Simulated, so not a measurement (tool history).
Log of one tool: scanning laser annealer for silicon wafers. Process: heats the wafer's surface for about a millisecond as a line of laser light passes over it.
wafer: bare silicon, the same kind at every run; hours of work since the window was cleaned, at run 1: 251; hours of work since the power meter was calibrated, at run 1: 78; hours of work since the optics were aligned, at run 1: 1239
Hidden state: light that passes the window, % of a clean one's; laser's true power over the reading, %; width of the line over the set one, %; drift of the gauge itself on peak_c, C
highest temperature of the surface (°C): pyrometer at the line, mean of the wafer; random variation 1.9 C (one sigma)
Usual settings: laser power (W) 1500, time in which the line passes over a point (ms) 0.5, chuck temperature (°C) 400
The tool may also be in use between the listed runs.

| run | hour | laser power (W) | time in which the line passes over a point (ms) | chuck temperature (°C) | hours of work since the window was cleaned | hours of work since the power meter was calibrated | hours of work since the optics were aligned | highest temperature of the surface (°C) |
|---|---|---|---|---|---|---|---|---|
| 1 | 0 | 1500 | 0.5 | 400 | 251 | 78 | 1239 | 1150 |
| 2 | 5.9 | 1500 | 0.5 | 400 | 254 | 81 | 1241 | 1151 |
| 3 | 15.2 | 1500 | 0.5 | 400 | 258 | 85 | 1245 | 1153 |
| 4 | 23.6 | 1500 | 0.55 | 400 | 261 | 88 | 1249 | 1196 |
| 5 | 31 | 1500 | 0.55 | 400 | 264 | 91 | 1252 | 1199 |
| 6 | 36.3 | 1500 | 0.55 | 400 | 266 | 94 | 1254 | 1194 |
| 7 | 42.6 | 1572 | 0.55 | 400 | 269 | 96 | 1257 | 1246 |
| 8 | 52.9 | 1572 | 0.55 | 400 | 273 | 100 | 1261 | 1246 |
| 9 | 62.5 | 1572 | 0.55 | 400 | 277 | 105 | 1265 | 1245 |
| 10 | 68.6 | 1572 | 0.55 | 400 | 280 | 107 | 1268 | 1247 |
| 11 | 77.8 | 1607 | 0.5 | 400 | 284 | 111 | 1272 | 1225 |
| 12 | 87.5 | 1607 | 0.5 | 400 | 288 | 115 | 1276 | 1223 |
| 13 | 94.5 | 1607 | 0.5 | 400 | 291 | 118 | 1279 | 1225 |
| 14 | 103.5 | 1500 | 0.5 | 400 | 295 | 122 | 1283 | 1150 |
| 15 | 113.3 | 1500 | 0.5 | 400 | 299 | 126 | 1287 | 1151 |
| 16 | 120.7 | 1500 | 0.5 | 400 | 302 | 129 | 1290 | 1150 |
| 17 | 128.5 | 1500 | 0.5 | 400 | 305 | 132 | 1293 | 1149 |
| 18 | 138.6 | 1500 | 0.518 | 400 | 309 | 137 | 1297 | 1165 |
| 19 | 142.9 | 1293 | 0.5 | 400 | 311 | 138 | 1299 | 1015 |
| 20 | 148.6 | 1293 | 0.5 | 400 | 314 | 141 | 1301 | 1017 |
| 21 | 155.4 | 1293 | 0.5 | 400 | 316 | 144 | 1304 | 1017 |
| 22 | 164.6 | 1293 | 0.5 | 400 | 320 | 148 | 1308 | 1015 |
| 23 | 173.9 | 1293 | 0.5 | 400 | 324 | 151 | 1312 | 1015 |
| 24 | 179.4 | 1467 | 0.5 | 387 | 327 | 154 | 1314 | 1114 |
| 25 | 184.7 | 1504 | 0.499 | 402 | 329 | 156 | 1317 | 1155 |
| 26 | 194.7 | 1520 | 0.615 | 407 | 333 | 160 | 1321 | 1270 |
| 27 | 199.9 | 1520 | 0.615 | 407 | 335 | 162 | 1323 | 1270 |
| 28 | 204.2 | 1500 | 0.413 | 385 | 337 | 164 | 1325 | 1054 |
| 29 | 212.2 | 1543 | 0.59 | 406 | 340 | 168 | 1328 | 1266 |
| 30 | 219.9 | 1543 | 0.428 | 362 | 344 | 171 | 1331 | 1073 |
| 31 | 226.7 | 1500 | 0.525 | 430 | 346 | 174 | 1334 | 1203 |
| 32 | 232.2 | 1555 | 0.579 | 400 | 349 | 176 | 1337 | 1259 |
| 33 | 238.1 | 1555 | 0.579 | 400 | 351 | 178 | 1339 | 1258 |
| 34 | 246.6 | 1555 | 0.579 | 400 | 355 | 182 | 1343 | 1258 |

Forecast each of these 5 alternatives for the next run:
| A | 255.5 | 1292 | 0.521 | 401 | 359 | 186 | 1346 | ? |
| B | 255.5 | 1434 | 0.504 | 400 | 359 | 186 | 1346 | ? |
| C | 255.5 | 1500 | 0.586 | 436 | 359 | 186 | 1346 | ? |
| D | 255.5 | 1530 | 0.5 | 400 | 359 | 186 | 1346 | ? |
| E | 255.5 | 1555 | 0.579 | 393 | 359 | 186 | 1346 | ? |

| run | highest temperature of the surface (°C) |
|---|---|
| A | 1035 |
| B | 1109 |
| C | 1262 |
| D | 1169 |
| E | 1252 |
Without the tool's hidden state the same runs would have given:
| run | highest temperature of the surface (°C) |
|---|---|
| A | 1035 |
| B | 1109 |
| C | 1263 |
| D | 1170 |
| E | 1252 |
